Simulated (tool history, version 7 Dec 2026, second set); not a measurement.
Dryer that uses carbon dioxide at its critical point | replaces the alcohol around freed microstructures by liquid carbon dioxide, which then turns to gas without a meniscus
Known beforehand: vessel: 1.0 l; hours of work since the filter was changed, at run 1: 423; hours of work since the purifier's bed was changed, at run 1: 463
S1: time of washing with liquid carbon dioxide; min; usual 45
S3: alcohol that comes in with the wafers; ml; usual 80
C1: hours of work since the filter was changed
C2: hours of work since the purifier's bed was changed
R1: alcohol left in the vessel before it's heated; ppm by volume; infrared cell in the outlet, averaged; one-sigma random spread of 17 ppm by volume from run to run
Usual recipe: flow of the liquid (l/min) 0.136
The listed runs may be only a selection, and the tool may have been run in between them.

Run 1, day 0.000: usual settings; C1 423; C2 463. Result: R1 2096 ppm by volume.
Run 2, day 1.854: usual settings; C1 452; C2 492. Result: R1 2215 ppm by volume.
At day 2.612: inlet filter changed.
Run 3, day 3.833: usual settings but flow of the liquid (l/min) 0.191; C1 19; C2 522. Result: R1 289 ppm by volume.
Run 4, day 6.162: usual settings but flow of the liquid (l/min) 0.191; C1 55; C2 558. Result: R1 310 ppm by volume.
Run 5, day 7.717: usual settings but S1 35 min, flow of the liquid (l/min) 0.191; C1 79; C2 582. Result: R1 893 ppm by volume.
Run 6, day 9.154: usual settings but S3 46 ml; C1 102; C2 605. Result: R1 817 ppm by volume.
Run 7, day 11.362: usual settings but S3 46 ml; C1 136; C2 639. Result: R1 842 ppm by volume.
Run 8, day 13.858: usual settings but flow of the liquid (l/min) 0.190; C1 175; C2 678. Result: R1 390 ppm by volume.
Run 9, day 15.358: usual settings but flow of the liquid (l/min) 0.190; C1 198; C2 701. Result: R1 406 ppm by volume.
Run 10, day 17.696: usual settings; C1 235; C2 738. Result: R1 1612 ppm by volume.
Run 11, day 18.988: usual settings but S3 107 ml; C1 255; C2 758. Result: R1 2151 ppm by volume.
Run 12, day 20.438: usual settings but S1 49 min, flow of the liquid (l/min) 0.098, S3 37 ml; C1 277; C2 780. Result: R1 1835 ppm by volume.
Run 13, day 22.583: usual settings but S1 64 min, flow of the liquid (l/min) 0.210; C1 311; C2 814. Result: R1 158 ppm by volume.
Run 14, day 24.517: usual settings but S1 33 min; C1 341; C2 844. Result: R1 4983 ppm by volume.
Run 15, day 25.704: usual settings but S1 33 min; C1 359; C2 862. Result: R1 4818 ppm by volume.
At day 27.388: purifier's bed changed.
Run 16, day 27.604: usual settings but S1 33 min; C1 387; C2 3. Result: R1 4825 ppm by volume.
Run 17, day 29.483: usual settings but S1 37 min, flow of the liquid (l/min) 0.088, S3 26 ml; C1 416; C2 33. Result: R1 3520 ppm by volume.
Run 18, day 30.829: usual settings but S1 36 min, flow of the liquid (l/min) 0.117; C1 437; C2 54. Result: R1 6019 ppm by volume.
At day 32.500: inlet filter changed.
Run 19, day 33.271: usual settings but S1 40 min, flow of the liquid (l/min) 0.219, S3 47 ml; C1 12; C2 91. Result: R1 123 ppm by volume.
Run 20, day 35.888: usual settings but S1 40 min, flow of the liquid (l/min) 0.219, S3 47 ml; C1 53; C2 132. Result: R1 135 ppm by volume.
Run 21, day 38.388: usual settings but S1 40 min, flow of the liquid (l/min) 0.116; C1 92; C2 171. Result: R1 3316 ppm by volume.

Each row is a separate what-if for the run after 21, all from the same tool condition, not one after another. Results?
Run A, day 39.492: usual settings but S1 40 min, flow of the liquid (l/min) 0.145; C1 109; C2 188. Result: R1 ?.
Run B, day 39.492: usual settings but S1 40 min, flow of the liquid (l/min) 0.160, S3 29 ml; C1 109; C2 188. Result: R1 ?.
Run C, day 39.492: usual settings but S1 63 min, flow of the liquid (l/min) 0.207, S3 30 ml; C1 109; C2 188. Result: R1 ?.

run    R1
  A  1623
  B   410
  C    39
With the hidden condition removed and each run's random variation left untouched, the same runs would have given:
run    R1
  A  1335
  B   313
  C     5

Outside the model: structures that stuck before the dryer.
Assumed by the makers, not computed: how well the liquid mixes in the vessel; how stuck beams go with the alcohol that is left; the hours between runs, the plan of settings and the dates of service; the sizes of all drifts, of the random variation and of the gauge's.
